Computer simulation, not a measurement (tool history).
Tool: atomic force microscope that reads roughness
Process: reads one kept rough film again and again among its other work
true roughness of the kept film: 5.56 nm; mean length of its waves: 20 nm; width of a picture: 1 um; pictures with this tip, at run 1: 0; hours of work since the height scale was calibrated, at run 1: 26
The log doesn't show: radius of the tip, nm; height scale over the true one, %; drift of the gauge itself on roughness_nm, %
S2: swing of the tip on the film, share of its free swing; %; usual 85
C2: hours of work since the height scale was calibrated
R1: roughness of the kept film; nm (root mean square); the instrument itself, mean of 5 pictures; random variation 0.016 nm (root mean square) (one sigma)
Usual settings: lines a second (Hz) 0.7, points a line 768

{"run": 1, "hour": 0.0, "lines a second (Hz)": 0.7, "S2": 85, "points a line": 768, "pictures with this tip": 0, "C2": 26, "R1": 3.771}
{"run": 2, "hour": 26.3, "lines a second (Hz)": 0.7, "S2": 85, "points a line": 768, "pictures with this tip": 42, "C2": 40, "R1": 3.094}
{"run": 3, "hour": 59.1, "lines a second (Hz)": 0.7, "S2": 86, "points a line": 768, "pictures with this tip": 95, "C2": 57, "R1": 2.563}
{"run": 4, "hour": 100.6, "lines a second (Hz)": 0.7, "S2": 86, "points a line": 768, "pictures with this tip": 163, "C2": 78, "R1": 2.05}
{"hour": 128.6, "done": "new tip fitted"}
{"run": 5, "hour": 142.4, "lines a second (Hz)": 0.7, "S2": 86, "points a line": 768, "pictures with this tip": 23, "C2": 99, "R1": 3.355}
{"run": 6, "hour": 171.6, "lines a second (Hz)": 0.7, "S2": 85, "points a line": 768, "pictures with this tip": 70, "C2": 115, "R1": 2.826}
{"run": 7, "hour": 196.2, "lines a second (Hz)": 0.7, "S2": 85, "points a line": 768, "pictures with this tip": 110, "C2": 127, "R1": 2.479}
{"run": 8, "hour": 225.0, "lines a second (Hz)": 0.7, "S2": 85, "points a line": 768, "pictures with this tip": 157, "C2": 142, "R1": 2.163}
{"run": 9, "hour": 244.9, "lines a second (Hz)": 0.7, "S2": 85, "points a line": 768, "pictures with this tip": 189, "C2": 152, "R1": 1.977}
{"hour": 257.2, "done": "new tip fitted"}
{"run": 10, "hour": 270.8, "lines a second (Hz)": 0.7, "S2": 85, "points a line": 262, "pictures with this tip": 22, "C2": 166, "R1": 3.342}
{"run": 11, "hour": 305.7, "lines a second (Hz)": 0.7, "S2": 85, "points a line": 262, "pictures with this tip": 79, "C2": 184, "R1": 2.604}
{"run": 12, "hour": 327.8, "lines a second (Hz)": 0.7, "S2": 85, "points a line": 768, "pictures with this tip": 115, "C2": 195, "R1": 2.344}
{"run": 13, "hour": 347.2, "lines a second (Hz)": 0.7, "S2": 85, "points a line": 768, "pictures with this tip": 146, "C2": 205, "R1": 2.13}
{"run": 14, "hour": 371.3, "lines a second (Hz)": 0.7, "S2": 66, "points a line": 768, "pictures with this tip": 185, "C2": 218, "R1": 1.974}
{"hour": 386.2, "done": "new tip fitted"}
{"run": 15, "hour": 403.9, "lines a second (Hz)": 0.7, "S2": 66, "points a line": 768, "pictures with this tip": 28, "C2": 234, "R1": 3.411}
{"run": 16, "hour": 439.5, "lines a second (Hz)": 0.7, "S2": 66, "points a line": 768, "pictures with this tip": 86, "C2": 253, "R1": 2.723}
{"run": 17, "hour": 472.8, "lines a second (Hz)": 0.7, "S2": 85, "points a line": 768, "pictures with this tip": 140, "C2": 270, "R1": 2.207}
{"run": 18, "hour": 505.6, "lines a second (Hz)": 0.7, "S2": 85, "points a line": 768, "pictures with this tip": 193, "C2": 287, "R1": 1.901}
{"hour": 516.2, "done": "new tip fitted"}
{"run": 19, "hour": 536.7, "lines a second (Hz)": 1.044, "S2": 85, "points a line": 768, "pictures with this tip": 33, "C2": 303, "R1": 3.187}
{"run": 20, "hour": 558.3, "lines a second (Hz)": 1.651, "S2": 85, "points a line": 768, "pictures with this tip": 68, "C2": 314, "R1": 2.661}
{"run": 21, "hour": 578.6, "lines a second (Hz)": 0.509, "S2": 85, "points a line": 768, "pictures with this tip": 101, "C2": 324, "R1": 2.525}
{"run": 22, "hour": 615.9, "lines a second (Hz)": 1.384, "S2": 85, "points a line": 768, "pictures with this tip": 161, "C2": 344, "R1": 2.021}
{"hour": 620.0, "done": "height scale calibrated on a step standard"}
{"run": 23, "hour": 640.3, "lines a second (Hz)": 1.068, "S2": 85, "points a line": 768, "pictures with this tip": 199, "C2": 10, "R1": 1.831}
{"hour": 647.4, "done": "new tip fitted"}
{"run": 24, "hour": 673.0, "lines a second (Hz)": 0.7, "S2": 85, "points a line": 768, "pictures with this tip": 42, "C2": 27, "R1": 3.076}
{"run": 25, "hour": 699.6, "lines a second (Hz)": 0.7, "S2": 85, "points a line": 768, "pictures with this tip": 85, "C2": 41, "R1": 2.611}
{"run": 26, "hour": 732.3, "lines a second (Hz)": 0.7, "S2": 85, "points a line": 768, "pictures with this tip": 138, "C2": 58, "R1": 2.181}
{"hour": 765.9, "done": "height scale calibrated on a step standard, once more"}
{"run": 27, "hour": 774.3, "lines a second (Hz)": 1.555, "S2": 68, "points a line": 272, "pictures with this tip": 204, "C2": 4, "R1": 1.771}
{"hour": 778.0, "done": "new tip fitted"}
{"run": 28, "hour": 796.7, "lines a second (Hz)": 1.555, "S2": 68, "points a line": 272, "pictures with this tip": 31, "C2": 16, "R1": 3.219}
{"run": 29, "hour": 838.4, "lines a second (Hz)": 1.881, "S2": 85, "points a line": 452, "pictures with this tip": 98, "C2": 37, "R1": 2.317}
{"run": 30, "hour": 869.6, "lines a second (Hz)": 1.881, "S2": 85, "points a line": 452, "pictures with this tip": 149, "C2": 53, "R1": 1.977}
{"hour": 905.4, "done": "new tip fitted"}
{"run": 31, "hour": 905.4, "lines a second (Hz)": 1.881, "S2": 85, "points a line": 452, "pictures with this tip": 0, "C2": 72, "R1": 3.434}
{"run": 32, "hour": 923.2, "lines a second (Hz)": 0.691, "S2": 85, "points a line": 412, "pictures with this tip": 29, "C2": 81, "R1": 3.216}
{"run": 33, "hour": 945.1, "lines a second (Hz)": 0.7, "S2": 61, "points a line": 313, "pictures with this tip": 65, "C2": 92, "R1": 2.82}
{"run": 34, "hour": 964.7, "lines a second (Hz)": 0.7, "S2": 61, "points a line": 313, "pictures with this tip": 96, "C2": 102, "R1": 2.573}
{"run": 35, "hour": 993.2, "lines a second (Hz)": 0.7, "S2": 78, "points a line": 768, "pictures with this tip": 143, "C2": 117, "R1": 2.202}
{"run": 36, "hour": 1029.6, "lines a second (Hz)": 0.7, "S2": 78, "points a line": 768, "pictures with this tip": 202, "C2": 136, "R1": 1.891}
{"hour": 1033.2, "done": "new tip fitted"}
{"run": 37, "hour": 1063.9, "lines a second (Hz)": 0.967, "S2": 75, "points a line": 838, "pictures with this tip": 49, "C2": 153, "R1": 2.886}
{"run": 38, "hour": 1086.1, "lines a second (Hz)": 0.967, "S2": 75, "points a line": 838, "pictures with this tip": 86, "C2": 165, "R1": 2.502}
{"run": 39, "hour": 1130.0, "lines a second (Hz)": 1.558, "S2": 62, "points a line": 838, "pictures with this tip": 157, "C2": 188, "R1": 2.021}
{"hour": 1160.7, "done": "new tip fitted"}
{"run": 40, "hour": 1160.9, "lines a second (Hz)": 3.179, "S2": 85, "points a line": 938, "pictures with this tip": 0, "C2": 203, "R1": 3.226}
{"run": 41, "hour": 1192.0, "lines a second (Hz)": 1.261, "S2": 71, "points a line": 938, "pictures with this tip": 50, "C2": 219, "R1": 3.01}
{"run": 42, "hour": 1218.8, "lines a second (Hz)": 2.188, "S2": 57, "points a line": 938, "pictures with this tip": 94, "C2": 233, "R1": 2.599}
{"run": 43, "hour": 1261.6, "lines a second (Hz)": 0.882, "S2": 86, "points a line": 452, "pictures with this tip": 163, "C2": 255, "R1": 2.05}
{"hour": 1288.2, "done": "new tip fitted"}
{"run": 44, "hour": 1299.1, "lines a second (Hz)": 3.455, "S2": 85, "points a line": 277, "pictures with this tip": 18, "C2": 274, "R1": 2.831}
{"run": 45, "hour": 1331.6, "lines a second (Hz)": 1.011, "S2": 82, "points a line": 532, "pictures with this tip": 70, "C2": 291, "R1": 2.685}
{"run": 46, "hour": 1368.5, "lines a second (Hz)": 1.011, "S2": 82, "points a line": 532, "pictures with this tip": 130, "C2": 310, "R1": 2.152}
{"run": 47, "hour": 1410.2, "lines a second (Hz)": 1.011, "S2": 80, "points a line": 884, "pictures with this tip": 198, "C2": 332, "R1": 1.835}
{"hour": 1416.3, "done": "new tip fitted"}
{"run": 48, "hour": 1440.2, "lines a second (Hz)": 0.793, "S2": 85, "points a line": 316, "pictures with this tip": 38, "C2": 347, "R1": 3.066}
{"run": 49, "hour": 1468.3, "lines a second (Hz)": 0.793, "S2": 85, "points a line": 316, "pictures with this tip": 84, "C2": 362, "R1": 2.565}

The next listed run, before its measurement:
{"run": 50, "hour": 1491.5, "lines a second (Hz)": 1.36, "S2": 64, "points a line": 466, "pictures with this tip": 122, "C2": 374, "R1": "?"}

Run 50 gave R1 2.356 nm (root mean square).
Without the tool's hidden state the same run would have given R1 3.838 nm (root mean square).
